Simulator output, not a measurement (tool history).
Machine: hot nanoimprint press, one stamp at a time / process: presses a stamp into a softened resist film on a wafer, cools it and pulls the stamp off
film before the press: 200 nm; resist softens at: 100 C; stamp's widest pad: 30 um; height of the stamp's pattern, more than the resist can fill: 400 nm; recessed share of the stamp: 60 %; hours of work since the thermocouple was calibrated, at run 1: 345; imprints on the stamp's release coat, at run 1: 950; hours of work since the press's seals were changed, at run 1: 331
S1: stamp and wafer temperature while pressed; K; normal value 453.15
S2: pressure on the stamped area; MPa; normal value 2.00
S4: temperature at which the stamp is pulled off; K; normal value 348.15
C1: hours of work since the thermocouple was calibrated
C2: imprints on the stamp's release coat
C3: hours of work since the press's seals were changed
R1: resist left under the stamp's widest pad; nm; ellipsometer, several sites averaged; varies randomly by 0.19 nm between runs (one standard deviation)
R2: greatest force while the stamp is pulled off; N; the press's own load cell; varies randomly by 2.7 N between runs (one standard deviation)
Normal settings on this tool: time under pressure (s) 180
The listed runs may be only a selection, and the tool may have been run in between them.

run 1 hour=0.0 | S1=453.15 S2=2.00 time_under_pressure_(s)=180 S4=348.15 | C1=345 C2=950 C3=331 | R1=93.9 R2=169
run 2 hour=17.8 | S1=453.15 S2=2.00 time_under_pressure_(s)=180 S4=348.15 | C1=354 C2=1007 C3=340 | R1=93.2 R2=171
run 3 hour=29.9 | S1=453.15 S2=2.00 time_under_pressure_(s)=119 S4=348.15 | C1=360 C2=1046 C3=347 | R1=108.1 R2=176
run 4 hour=44.6 | S1=453.15 S2=2.00 time_under_pressure_(s)=119 S4=348.15 | C1=368 C2=1093 C3=354 | R1=108.1 R2=174
run 5 hour=67.8 | S1=453.15 S2=2.00 time_under_pressure_(s)=119 S4=348.15 | C1=380 C2=1166 C3=366 | R1=107.4 R2=172
run 6 hour=85.9 | S1=453.15 S2=2.00 time_under_pressure_(s)=119 S4=348.15 | C1=390 C2=1224 C3=376 | R1=107.4 R2=174
run 7 hour=98.5 | S1=453.15 S2=2.00 time_under_pressure_(s)=170 S4=348.15 | C1=396 C2=1265 C3=383 | R1=95.2 R2=176
run 8 hour=117.5 | S1=453.15 S2=2.00 time_under_pressure_(s)=180 S4=355.15 | C1=406 C2=1325 C3=392 | R1=93.4 R2=141
run 9 hour=141.3 | S1=453.15 S2=2.00 time_under_pressure_(s)=180 S4=355.15 | C1=419 C2=1401 C3=405 | R1=93.5 R2=145
run 10 hour=152.4 | S1=453.15 S2=2.00 time_under_pressure_(s)=180 S4=355.15 | C1=425 C2=1436 C3=411 | R1=93.0 R2=145
run 11 hour=172.5 | S1=453.15 S2=2.00 time_under_pressure_(s)=180 S4=355.15 | C1=435 C2=1500 C3=421 | R1=93.2 R2=145
run 12 hour=192.7 | S1=453.15 S2=2.00 time_under_pressure_(s)=180 S4=348.15 | C1=446 C2=1565 C3=432 | R1=93.0 R2=191
-- hour=197.3 plate thermocouple calibrated
run 13 hour=219.7 | S1=453.15 S2=2.00 time_under_pressure_(s)=180 S4=348.15 | C1=12 C2=1641 C3=444 | R1=92.0 R2=187
run 14 hour=244.1 | S1=453.15 S2=2.00 time_under_pressure_(s)=180 S4=348.15 | C1=25 C2=1719 C3=457 | R1=92.2 R2=184
run 15 hour=256.4 | S1=453.15 S2=2.00 time_under_pressure_(s)=180 S4=348.15 | C1=31 C2=1758 C3=464 | R1=91.9 R2=183
run 16 hour=267.5 | S1=453.15 S2=1.44 time_under_pressure_(s)=231 S4=348.15 | C1=37 C2=1794 C3=469 | R1=97.3 R2=190
run 17 hour=281.4 | S1=452.15 S2=2.00 time_under_pressure_(s)=180 S4=334.15 | C1=44 C2=1838 C3=477 | R1=96.5 R2=271
run 18 hour=297.0 | S1=445.15 S2=1.32 time_under_pressure_(s)=180 S4=334.15 | C1=52 C2=1888 C3=485 | R1=146.3 R2=280
run 19 hour=314.8 | S1=445.15 S2=1.32 time_under_pressure_(s)=180 S4=334.15 | C1=62 C2=1945 C3=494 | R1=146.3 R2=276
run 20 hour=330.6 | S1=445.15 S2=1.32 time_under_pressure_(s)=180 S4=334.15 | C1=70 C2=1995 C3=503 | R1=146.4 R2=281
-- hour=335.8 plate thermocouple calibrated, once more
run 21 hour=355.1 | S1=445.15 S2=1.32 time_under_pressure_(s)=180 S4=334.15 | C1=10 C2=2063 C3=514 | R1=153.8 R2=288
run 22 hour=378.9 | S1=452.15 S2=2.00 time_under_pressure_(s)=180 S4=348.15 | C1=23 C2=2139 C3=526 | R1=103.0 R2=207
-- hour=401.0 stamp cleaned and given a new release coat
run 23 hour=406.3 | S1=443.15 S2=3.01 time_under_pressure_(s)=312 S4=335.15 | C1=34 C2=17 C3=538 | R1=109.0 R2=210
-- hour=434.5 press's hydraulic seals changed and the load cell set to zero
run 24 hour=437.1 | S1=443.15 S2=3.01 time_under_pressure_(s)=206 S4=335.15 | C1=46 C2=89 C3=1 | R1=121.5 R2=209
run 25 hour=459.3 | S1=443.15 S2=3.01 time_under_pressure_(s)=206 S4=335.15 | C1=57 C2=160 C3=13 | R1=121.8 R2=215
run 26 hour=477.2 | S1=451.15 S2=1.43 time_under_pressure_(s)=180 S4=348.15 | C1=67 C2=217 C3=22 | R1=121.3 R2=151
run 27 hour=496.8 | S1=453.15 S2=2.00 time_under_pressure_(s)=122 S4=352.15 | C1=77 C2=280 C3=33 | R1=110.5 R2=140

Forecast run 28:
run 28 hour=521.0 | S1=453.15 S2=2.00 time_under_pressure_(s)=122 S4=352.15 | C1=90 C2=357 C3=45 | R1=? R2=?

Run 28 gave R1 110.4 nm, R2 142 N.
With the hidden condition absent and the run-to-run variation left alone, this run would have shown R1 110.5 nm, R2 134 N.
